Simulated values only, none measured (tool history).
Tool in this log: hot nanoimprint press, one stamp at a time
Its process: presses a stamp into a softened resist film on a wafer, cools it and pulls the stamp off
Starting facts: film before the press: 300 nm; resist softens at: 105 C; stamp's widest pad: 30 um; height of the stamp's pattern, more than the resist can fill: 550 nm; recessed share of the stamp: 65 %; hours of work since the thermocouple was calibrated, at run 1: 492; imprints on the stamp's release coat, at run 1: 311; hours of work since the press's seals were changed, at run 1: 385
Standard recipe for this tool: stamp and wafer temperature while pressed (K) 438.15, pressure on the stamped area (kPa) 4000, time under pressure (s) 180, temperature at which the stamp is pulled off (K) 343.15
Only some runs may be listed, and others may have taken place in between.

run,hour,stamp and wafer temperature while pressed (K),pressure on the stamped area (kPa),time under pressure (s),temperature at which the stamp is pulled off (K),hours of work since the thermocouple was calibrated,imprints on the stamp's release coat,hours of work since the press's seals were changed,resist left under the stamp's widest pad (angstrom),greatest force while the stamp is pulled off (N)
1,0,438.15,4000,180,343.15,492,311,385,1779,182
# hour 49: plate thermocouple calibrated
# hour 70.7: stamp cleaned and given a new release coat
2,73.7,438.15,4000,180,343.15,14,13,434,1768,184
3,107.8,438.15,4000,180,343.15,40,157,460,1776,181
4,178.1,438.15,4000,180,343.15,93,452,513,1773,178
# hour 212.1: stamp cleaned and given a new release coat
5,261.5,438.15,4000,180,343.15,151,208,571,1768,179
6,337.5,438.15,4000,180,343.15,209,527,629,1766,180
# hour 350.2: stamp cleaned and given a new release coat
# hour 370.3: press's hydraulic seals changed and the load cell set to zero
7,392.5,438.15,4000,180,343.15,240,145,17,1774,187
8,440.4,438.15,4000,180,343.15,276,346,53,1774,182
# hour 495.4: stamp cleaned and given a new release coat
9,516.3,438.15,4000,180,343.15,328,88,106,1790,185
10,566.3,438.15,4000,180,343.15,366,298,143,1767,189
# hour 634.4: stamp cleaned and given a new release coat
11,652.1,438.15,4000,180,343.15,426,75,204,1777,186
12,705.2,438.15,4000,180,343.15,466,298,244,1768,191
# hour 774.3: stamp cleaned and given a new release coat
13,777.3,438.15,4000,180,343.15,516,13,293,1750,190
# hour 796.7: plate thermocouple calibrated
14,852.3,438.15,4000,180,343.15,42,316,348,1778,190
# hour 921.5: stamp cleaned and given a new release coat
15,929,449.15,4000,180,343.15,95,31,401,932,180
16,972.7,444.15,4000,180,343.15,128,215,434,1244,192
17,1049,433.15,4000,180,343.15,186,536,492,2226,186
# hour 1059.8: stamp cleaned and given a new release coat
18,1090.8,436.15,4000,180,342.15,213,130,519,1978,189
19,1158.6,427.15,6080,331,339.15,264,416,570,2260,209
# hour 1201.5: stamp cleaned and given a new release coat
20,1242.7,427.15,3430,331,345.15,323,174,629,2554,173
# hour 1265.9: press's hydraulic seals changed and the load cell set to zero
21,1321.5,446.15,3840,180,343.15,376,471,42,1130,186
# hour 1349.6: stamp cleaned and given a new release coat
22,1366.7,436.15,3840,226,348.15,406,72,72,1855,158
23,1448.1,431.15,2690,331,343.15,467,415,133,2356,184
# hour 1487.2: stamp cleaned and given a new release coat
24,1514.4,431.15,2690,331,343.15,513,114,178,2346,178
# hour 1537.6: plate thermocouple calibrated
25,1555.4,447.15,2690,206,335.15,13,274,207,1209,217
26,1604.2,433.15,4000,180,344.15,50,479,244,2255,183
# hour 1632.6: stamp cleaned and given a new release coat
27,1690.1,432.15,3400,226,344.15,111,241,304,2296,183
# hour 1771.9: stamp cleaned and given a new release coat
28,1771.9,449.15,4000,180,333.15,168,0,361,917,237

Each row is a separate what-if for the run after 28, all from the same tool condition, not one after another. Results?
A,1823.5,449.15,4000,297,333.15,207,217,400,?,?
B,1823.5,438.15,4000,344,343.15,207,217,400,?,?
C,1823.5,429.15,3070,329,343.15,207,217,400,?,?
D,1823.5,449.15,3800,91,333.15,207,217,400,?,?
E,1823.5,449.15,2670,252,332.15,207,217,400,?,?

run,resist left under the stamp's widest pad (angstrom),greatest force while the stamp is pulled off (N)
A,746,225
B,1428,183
C,2413,183
D,1249,239
E,986,244
Take away the tool's hidden state, keep each run's random variation, and the runs would have read:
run,resist left under the stamp's widest pad (angstrom),greatest force while the stamp is pulled off (N)
A,746,224
B,1428,182
C,2413,183
D,1249,238
E,987,243
